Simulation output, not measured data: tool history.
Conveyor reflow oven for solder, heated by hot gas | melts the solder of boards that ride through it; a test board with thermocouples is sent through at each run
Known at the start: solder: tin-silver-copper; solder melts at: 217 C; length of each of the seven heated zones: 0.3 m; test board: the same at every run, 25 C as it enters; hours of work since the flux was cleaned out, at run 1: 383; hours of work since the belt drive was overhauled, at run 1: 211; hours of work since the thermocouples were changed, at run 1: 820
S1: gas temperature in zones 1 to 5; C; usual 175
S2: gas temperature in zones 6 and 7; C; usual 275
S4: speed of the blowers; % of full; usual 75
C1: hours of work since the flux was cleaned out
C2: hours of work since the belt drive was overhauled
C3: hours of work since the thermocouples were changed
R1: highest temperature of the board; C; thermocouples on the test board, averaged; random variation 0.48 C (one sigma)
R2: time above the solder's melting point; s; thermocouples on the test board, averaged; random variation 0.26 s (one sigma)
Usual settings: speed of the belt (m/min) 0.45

{"run": 1, "hour": 0.0, "S1": 175, "S2": 275, "speed of the belt (m/min)": 0.45, "S4": 75, "C1": 383, "C2": 211, "C3": 820, "R1": 261, "R2": 67.3}
{"run": 2, "hour": 4.7, "S1": 175, "S2": 275, "speed of the belt (m/min)": 0.45, "S4": 75, "C1": 386, "C2": 214, "C3": 823, "R1": 259.7, "R2": 66.9}
{"run": 3, "hour": 10.1, "S1": 175, "S2": 275, "speed of the belt (m/min)": 0.45, "S4": 75, "C1": 389, "C2": 218, "C3": 827, "R1": 261.6, "R2": 67.2}
{"run": 4, "hour": 15.6, "S1": 175, "S2": 265, "speed of the belt (m/min)": 0.45, "S4": 75, "C1": 393, "C2": 221, "C3": 830, "R1": 252.4, "R2": 61.7}
{"run": 5, "hour": 23.3, "S1": 175, "S2": 265, "speed of the belt (m/min)": 0.45, "S4": 75, "C1": 398, "C2": 226, "C3": 835, "R1": 251.6, "R2": 61.5}
{"run": 6, "hour": 29.5, "S1": 175, "S2": 265, "speed of the belt (m/min)": 0.45, "S4": 75, "C1": 402, "C2": 230, "C3": 839, "R1": 250.8, "R2": 61}
{"run": 7, "hour": 36.9, "S1": 175, "S2": 265, "speed of the belt (m/min)": 0.45, "S4": 75, "C1": 406, "C2": 235, "C3": 844, "R1": 252.1, "R2": 61.1}
{"run": 8, "hour": 45.4, "S1": 175, "S2": 265, "speed of the belt (m/min)": 0.45, "S4": 75, "C1": 412, "C2": 241, "C3": 849, "R1": 251.8, "R2": 61.3}
{"run": 9, "hour": 53.5, "S1": 175, "S2": 265, "speed of the belt (m/min)": 0.45, "S4": 75, "C1": 417, "C2": 246, "C3": 855, "R1": 251.2, "R2": 61}
{"run": 10, "hour": 61.0, "S1": 175, "S2": 265, "speed of the belt (m/min)": 0.45, "S4": 75, "C1": 422, "C2": 251, "C3": 859, "R1": 250.9, "R2": 61.3}
{"run": 11, "hour": 66.0, "S1": 175, "S2": 265, "speed of the belt (m/min)": 0.45, "S4": 75, "C1": 425, "C2": 254, "C3": 863, "R1": 251.4, "R2": 61.6}
{"run": 12, "hour": 73.2, "S1": 175, "S2": 265, "speed of the belt (m/min)": 0.45, "S4": 75, "C1": 430, "C2": 258, "C3": 867, "R1": 251.3, "R2": 61.5}
{"run": 13, "hour": 80.6, "S1": 175, "S2": 265, "speed of the belt (m/min)": 0.45, "S4": 75, "C1": 435, "C2": 263, "C3": 872, "R1": 251, "R2": 61.3}
{"run": 14, "hour": 86.8, "S1": 175, "S2": 265, "speed of the belt (m/min)": 0.45, "S4": 75, "C1": 439, "C2": 267, "C3": 876, "R1": 252.1, "R2": 61.3}
{"run": 15, "hour": 93.4, "S1": 175, "S2": 265, "speed of the belt (m/min)": 0.45, "S4": 75, "C1": 443, "C2": 271, "C3": 880, "R1": 250.9, "R2": 61.1}
{"run": 16, "hour": 97.8, "S1": 161, "S2": 265, "speed of the belt (m/min)": 0.45, "S4": 75, "C1": 446, "C2": 274, "C3": 883, "R1": 248.5, "R2": 54.6}
{"hour": 102.4, "done": "belt drive overhauled, speed set with a stopwatch"}
{"run": 17, "hour": 111.9, "S1": 189, "S2": 275, "speed of the belt (m/min)": 0.409, "S4": 75, "C1": 452, "C2": 6, "C3": 890, "R1": 264.1, "R2": 82.4}
{"run": 18, "hour": 120.4, "S1": 178, "S2": 265, "speed of the belt (m/min)": 0.526, "S4": 68, "C1": 458, "C2": 12, "C3": 895, "R1": 246.4, "R2": 47.9}
{"run": 19, "hour": 128.2, "S1": 162, "S2": 279, "speed of the belt (m/min)": 0.519, "S4": 76, "C1": 463, "C2": 17, "C3": 900, "R1": 257, "R2": 51.6}
{"run": 20, "hour": 134.5, "S1": 175, "S2": 275, "speed of the belt (m/min)": 0.45, "S4": 66, "C1": 467, "C2": 21, "C3": 904, "R1": 258.2, "R2": 65.8}
{"run": 21, "hour": 140.5, "S1": 189, "S2": 278, "speed of the belt (m/min)": 0.411, "S4": 66, "C1": 471, "C2": 25, "C3": 908, "R1": 265.6, "R2": 82.9}
{"hour": 146.8, "done": "belt drive overhauled, speed set with a stopwatch, once more"}
{"run": 22, "hour": 153.0, "S1": 178, "S2": 270, "speed of the belt (m/min)": 0.404, "S4": 58, "C1": 476, "C2": 4, "C3": 914, "R1": 255.7, "R2": 72.3}
{"hour": 163.6, "done": "flux residue cleaned out of gas plates and filters"}
{"run": 23, "hour": 167.6, "S1": 179, "S2": 275, "speed of the belt (m/min)": 0.45, "S4": 75, "C1": 3, "C2": 10, "C3": 920, "R1": 264.2, "R2": 70.1}
{"run": 24, "hour": 172.4, "S1": 162, "S2": 275, "speed of the belt (m/min)": 0.45, "S4": 52, "C1": 6, "C2": 13, "C3": 923, "R1": 255, "R2": 58.3}
{"run": 25, "hour": 178.0, "S1": 162, "S2": 275, "speed of the belt (m/min)": 0.45, "S4": 52, "C1": 9, "C2": 17, "C3": 926, "R1": 254.9, "R2": 57.9}
{"run": 26, "hour": 188.0, "S1": 176, "S2": 275, "speed of the belt (m/min)": 0.45, "S4": 52, "C1": 16, "C2": 23, "C3": 933, "R1": 258.1, "R2": 64.5}
{"run": 27, "hour": 197.6, "S1": 183, "S2": 290, "speed of the belt (m/min)": 0.429, "S4": 52, "C1": 22, "C2": 30, "C3": 939, "R1": 274.3, "R2": 79.3}
{"run": 28, "hour": 206.7, "S1": 161, "S2": 275, "speed of the belt (m/min)": 0.472, "S4": 75, "C1": 28, "C2": 35, "C3": 945, "R1": 258.7, "R2": 59}
{"run": 29, "hour": 216.1, "S1": 184, "S2": 281, "speed of the belt (m/min)": 0.371, "S4": 73, "C1": 34, "C2": 41, "C3": 951, "R1": 273.5, "R2": 91.9}
{"run": 30, "hour": 223.9, "S1": 184, "S2": 275, "speed of the belt (m/min)": 0.536, "S4": 69, "C1": 39, "C2": 46, "C3": 956, "R1": 257.8, "R2": 56.7}
{"run": 31, "hour": 228.2, "S1": 184, "S2": 275, "speed of the belt (m/min)": 0.536, "S4": 69, "C1": 42, "C2": 49, "C3": 959, "R1": 257.8, "R2": 56.6}

4 ways to go on from here, each from the tool as it stands after run 31. What would each give?
{"run": "A", "hour": 232.6, "S1": 175, "S2": 275, "speed of the belt (m/min)": 0.45, "S4": 57, "C1": 44, "C2": 52, "C3": 962, "R1": "?", "R2": "?"}
{"run": "B", "hour": 232.6, "S1": 168, "S2": 275, "speed of the belt (m/min)": 0.536, "S4": 69, "C1": 44, "C2": 52, "C3": 962, "R1": "?", "R2": "?"}
{"run": "C", "hour": 232.6, "S1": 174, "S2": 281, "speed of the belt (m/min)": 0.536, "S4": 69, "C1": 44, "C2": 52, "C3": 962, "R1": "?", "R2": "?"}
{"run": "D", "hour": 232.6, "S1": 184, "S2": 278, "speed of the belt (m/min)": 0.487, "S4": 76, "C1": 44, "C2": 52, "C3": 962, "R1": "?", "R2": "?"}

run=A R1=259.3 R2=65.1
run=B R1=254.3 R2=50.1
run=C R1=261.1 R2=55.1
run=D R1=265 R2=66.3
Without the tool's hidden state the same runs would have given:
run=A R1=261.4 R2=66.4
run=B R1=256.5 R2=51.4
run=C R1=263.3 R2=56.2
run=D R1=267.1 R2=67.2
